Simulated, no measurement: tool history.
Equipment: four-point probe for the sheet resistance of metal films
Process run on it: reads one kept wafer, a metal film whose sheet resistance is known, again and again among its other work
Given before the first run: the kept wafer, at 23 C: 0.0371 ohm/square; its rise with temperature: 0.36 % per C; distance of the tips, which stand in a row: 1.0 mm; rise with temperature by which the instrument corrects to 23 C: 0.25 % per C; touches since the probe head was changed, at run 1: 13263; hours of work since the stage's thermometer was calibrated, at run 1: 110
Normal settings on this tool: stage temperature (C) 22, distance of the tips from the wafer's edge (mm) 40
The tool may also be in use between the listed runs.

run	hour	stage temperature (C)	distance of the tips from the wafer's edge (mm)	touches since the probe head was changed	hours of work since the stage's thermometer was calibrated	sheet resistance as the instrument gives it (ohm/square)
1	0.0	22	40	13263	110	0.037062
2	46.8	24	40	14462	136	0.037154
3	128.5	22	40	16558	180	0.037070
4	172.1	22	40	17676	204	0.037082
5	216.0	22	40	18804	227	0.037078
6	316.2	20	40	21375	282	0.037020
7	396.6	25	40	23435	325	0.037191
8	501.7	25	40	26132	382	0.037213
9	570.9	25	40	27907	420	0.037225
10	668.7	25	40	30416	473	0.037229
11	741.4	22	40	32281	512	0.037103
12	828.0	22	40	34501	559	0.037119
13	876.5	22	40	35747	585	0.037130
14	960.6	22	40	37904	631	0.037136
15	1019.8	22	40	39423	663	0.037119
16	1096.7	22	40	41395	704	0.037132
17	1197.4	26	40	43979	759	0.037299
18	1270.2	22	17	45845	798	0.037197
19	1313.5	21	10	46957	822	0.037296
20	1389.1	21	10	48896	863	0.037305
21	1444.3	28	26	50313	892	0.037405
22	1544.0	34	27	52870	946	0.037620
23	1611.1	20	18	54591	983	0.037134
24	1716.4	20	18	57291	1040	0.037128
25	1797.4	18	31	59369	1084	0.037026
26	1877.2	24	31	61417	1127	0.037256
27	1964.6	18	31	63658	1174	0.037031
28	2034.1	18	31	65441	1212	0.037030
29	2118.5	18	31	67607	1258	0.037037
30	2207.2	24	9	69882	1306	0.037524
31	2299.0	30	33	72237	1355	0.037512
32	2372.7	19	6	74126	1395	0.037628
33	2423.3	28	9	75424	1423	0.037678
34	2473.4	18	37	76710	1450	0.037047
35	2536.1	23	21	78318	1484	0.037284

4 options for the next run, each taken on its own from the tool as it stands now. Forecast them:
A	2613.3	19	7	80297	1525	?
B	2613.3	19	6	80297	1525	?
C	2613.3	30	21	80297	1525	?
D	2613.3	29	3	80297	1525	?

run	sheet resistance as the instrument gives it (ohm/square)
A	0.037486
B	0.037630
C	0.037559
D	0.039593
Take away the tool's hidden state, keep each run's random variation, and the runs would have read:
run	sheet resistance as the instrument gives it (ohm/square)
A	0.037339
B	0.037483
C	0.037410
D	0.039437
